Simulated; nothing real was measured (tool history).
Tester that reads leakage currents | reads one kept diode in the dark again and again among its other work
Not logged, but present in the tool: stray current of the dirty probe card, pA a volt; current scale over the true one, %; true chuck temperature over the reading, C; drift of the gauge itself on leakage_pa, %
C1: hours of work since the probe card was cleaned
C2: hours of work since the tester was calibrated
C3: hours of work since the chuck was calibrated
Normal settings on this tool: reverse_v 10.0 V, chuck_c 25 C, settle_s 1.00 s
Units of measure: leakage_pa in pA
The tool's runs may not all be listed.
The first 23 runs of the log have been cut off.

{"run": 24, "hour": 2051.3, "reverse_v": 1.9, "chuck_c": 36, "settle_s": 1.1, "C1": 2364, "C2": 468, "C3": 1100, "leakage_pa": 250.68}
{"run": 25, "hour": 2108.5, "reverse_v": 8.1, "chuck_c": 36, "settle_s": 1.1, "C1": 2388, "C2": 492, "C3": 1124, "leakage_pa": 469.19}
{"run": 26, "hour": 2156.9, "reverse_v": 7.6, "chuck_c": 41, "settle_s": 1.8, "C1": 2408, "C2": 512, "C3": 1145, "leakage_pa": 687.61}
{"run": 27, "hour": 2238.4, "reverse_v": 7.6, "chuck_c": 41, "settle_s": 1.8, "C1": 2442, "C2": 547, "C3": 1179, "leakage_pa": 696.46}
{"run": 28, "hour": 2350.2, "reverse_v": 1.8, "chuck_c": 25, "settle_s": 7.8, "C1": 2489, "C2": 594, "C3": 1226, "leakage_pa": 93.37}
{"hour": 2413.7, "done": "chuck's temperature calibrated"}
{"run": 29, "hour": 2413.7, "reverse_v": 1.8, "chuck_c": 20, "settle_s": 1.92, "C1": 2515, "C2": 619, "C3": 0, "leakage_pa": 59.44}
{"run": 30, "hour": 2487.4, "reverse_v": 1.8, "chuck_c": 20, "settle_s": 1.92, "C1": 2546, "C2": 650, "C3": 31, "leakage_pa": 59.41}
{"hour": 2586.2, "done": "probe card cleaned and baked"}
{"run": 31, "hour": 2595.6, "reverse_v": 15.1, "chuck_c": 29, "settle_s": 0.54, "C1": 4, "C2": 694, "C3": 75, "leakage_pa": 343.0}
{"run": 32, "hour": 2693.8, "reverse_v": 15.1, "chuck_c": 29, "settle_s": 0.54, "C1": 45, "C2": 736, "C3": 116, "leakage_pa": 343.59}
{"run": 33, "hour": 2800.4, "reverse_v": 2.7, "chuck_c": 25, "settle_s": 8.05, "C1": 90, "C2": 780, "C3": 161, "leakage_pa": 111.8}

What if the next run were any one of these 3? Each begins from the tool's condition after run 33:
{"run": "A", "hour": 2855.8, "reverse_v": 5.7, "chuck_c": 25, "settle_s": 1.11, "C1": 113, "C2": 804, "C3": 184, "leakage_pa": "?"}
{"run": "B", "hour": 2855.8, "reverse_v": 2.0, "chuck_c": 44, "settle_s": 1.14, "C1": 113, "C2": 804, "C3": 184, "leakage_pa": "?"}
{"run": "C", "hour": 2855.8, "reverse_v": 2.0, "chuck_c": 25, "settle_s": 8.05, "C1": 113, "C2": 804, "C3": 184, "leakage_pa": "?"}

run=A leakage_pa=156.00
run=B leakage_pa=493.57
run=C leakage_pa=98.30
What these runs would have given with no unlogged condition in the tool:
run=A leakage_pa=155.96
run=B leakage_pa=493.46
run=C leakage_pa=98.27

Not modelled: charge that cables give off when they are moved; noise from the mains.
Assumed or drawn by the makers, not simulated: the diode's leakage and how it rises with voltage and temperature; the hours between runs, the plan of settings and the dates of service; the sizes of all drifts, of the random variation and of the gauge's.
